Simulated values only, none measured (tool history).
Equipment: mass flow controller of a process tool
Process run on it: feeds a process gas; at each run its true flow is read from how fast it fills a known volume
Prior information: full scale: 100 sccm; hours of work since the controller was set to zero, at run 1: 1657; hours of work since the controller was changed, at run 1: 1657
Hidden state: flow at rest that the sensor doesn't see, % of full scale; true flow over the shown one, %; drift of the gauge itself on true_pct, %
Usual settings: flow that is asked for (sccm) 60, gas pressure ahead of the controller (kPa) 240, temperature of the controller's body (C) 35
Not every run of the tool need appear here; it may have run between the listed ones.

| run | day | flow that is asked for (sccm) | gas pressure ahead of the controller (kPa) | temperature of the controller's body (C) | hours of work since the controller was set to zero | hours of work since the controller was changed | true flow (%) |
|---|---|---|---|---|---|---|---|
| 1 | 0 | 60 | 240 | 35 | 1657 | 1657 | 99.9 |
| 2 | 3.129 | 60 | 150 | 35 | 1696 | 1696 | 100.62 |
| 3 | 6.471 | 60 | 150 | 35 | 1738 | 1738 | 100.75 |
| 4 | 8.546 | 60 | 240 | 30 | 1763 | 1763 | 99.95 |
| 5 | 11.146 | 60 | 240 | 24 | 1796 | 1796 | 99.77 |
| 6 | 14.6 | 60 | 240 | 24 | 1839 | 1839 | 99.93 |
| 7 | 17.346 | 60 | 240 | 24 | 1873 | 1873 | 100.01 |
| 8 | 20.096 | 60 | 240 | 35 | 1907 | 1907 | 100.53 |
| 9 | 22.575 | 60 | 240 | 35 | 1938 | 1938 | 100.54 |
| 10 | 24.483 | 60 | 240 | 35 | 1962 | 1962 | 100.72 |
| 11 | 27.183 | 60 | 240 | 35 | 1996 | 1996 | 100.77 |
| 12 | 29.929 | 60 | 240 | 35 | 2030 | 2030 | 100.97 |
| 13 | 31.504 | 60 | 240 | 35 | 2050 | 2050 | 100.98 |
| 14 | 33.625 | 60 | 166 | 35 | 2076 | 2076 | 101.55 |
| 15 | 36.329 | 60 | 166 | 35 | 2110 | 2110 | 101.77 |
| 16 | 39.838 | 60 | 240 | 35 | 2154 | 2154 | 101.15 |
| 17 | 42.779 | 60 | 240 | 35 | 2190 | 2190 | 101.36 |
| 18 | 45.254 | 60 | 240 | 25 | 2221 | 2221 | 101.11 |
|  | 47.121 | gauge calibrated |
| 19 | 48.683 | 60 | 240 | 25 | 2264 | 2264 | 99.58 |
| 20 | 50.717 | 60 | 240 | 25 | 2289 | 2289 | 99.73 |
| 21 | 53.567 | 60 | 240 | 23 | 2325 | 2325 | 99.7 |
| 22 | 56.196 | 60 | 240 | 23 | 2357 | 2357 | 99.68 |
| 23 | 57.792 | 72 | 240 | 35 | 2377 | 2377 | 100.34 |
| 24 | 61.288 | 72 | 240 | 35 | 2421 | 2421 | 100.48 |
| 25 | 64.038 | 42 | 194 | 27 | 2455 | 2455 | 100.34 |
| 26 | 67.429 | 60 | 150 | 35 | 2497 | 2497 | 101.17 |
| 27 | 69.525 | 60 | 150 | 35 | 2524 | 2524 | 101.17 |
| 28 | 71.975 | 19 | 152 | 35 | 2554 | 2554 | 101.09 |
| 29 | 75.079 | 19 | 152 | 35 | 2593 | 2593 | 101.33 |
|  | 76.638 | gauge calibrated |
| 30 | 77.533 | 69 | 156 | 34 | 2623 | 2623 | 100.48 |
| 31 | 80.083 | 19 | 206 | 28 | 2655 | 2655 | 99.79 |
| 32 | 83.346 | 60 | 149 | 35 | 2696 | 2696 | 100.75 |
| 33 | 86.588 | 60 | 149 | 35 | 2736 | 2736 | 100.83 |
| 34 | 88.892 | 32 | 233 | 33 | 2765 | 2765 | 100.21 |
| 35 | 91.6 | 42 | 174 | 23 | 2799 | 2799 | 100.36 |
| 36 | 93.929 | 42 | 174 | 23 | 2828 | 2828 | 100.28 |
| 37 | 95.871 | 42 | 146 | 23 | 2852 | 2852 | 100.52 |
| 38 | 97.996 | 28 | 215 | 36 | 2878 | 2878 | 100.53 |
| 39 | 99.954 | 53 | 260 | 20 | 2903 | 2903 | 99.94 |
| 40 | 103.121 | 53 | 260 | 20 | 2942 | 2942 | 100.02 |
| 41 | 105.012 | 55 | 243 | 20 | 2966 | 2966 | 100.26 |
| 42 | 107.071 | 18 | 164 | 31 | 2991 | 2991 | 100.97 |
| 43 | 109.642 | 41 | 240 | 22 | 3024 | 3024 | 100.38 |
| 44 | 112.246 | 83 | 223 | 35 | 3056 | 3056 | 101.34 |
| 45 | 115.517 | 14 | 240 | 22 | 3097 | 3097 | 100.35 |
| 46 | 117.108 | 12 | 163 | 23 | 3117 | 3117 | 100.88 |
| 47 | 120.583 | 12 | 163 | 23 | 3160 | 3160 | 101.11 |

What if the next run were any one of these 4? Each begins from the tool's condition after run 47:
| A | 122.975 | 49 | 220 | 31 | 3190 | 3190 | ? |
| B | 122.975 | 77 | 264 | 36 | 3190 | 3190 | ? |
| C | 122.975 | 13 | 264 | 23 | 3190 | 3190 | ? |
| D | 122.975 | 12 | 275 | 32 | 3190 | 3190 | ? |

| run | true flow (%) |
|---|---|
| A | 101.31 |
| B | 101.43 |
| C | 100.46 |
| D | 100.95 |
Take away the tool's hidden state, keep each run's random variation, and the runs would have read:
| run | true flow (%) |
|---|---|
| A | 99.79 |
| B | 99.91 |
| C | 98.96 |
| D | 99.44 |
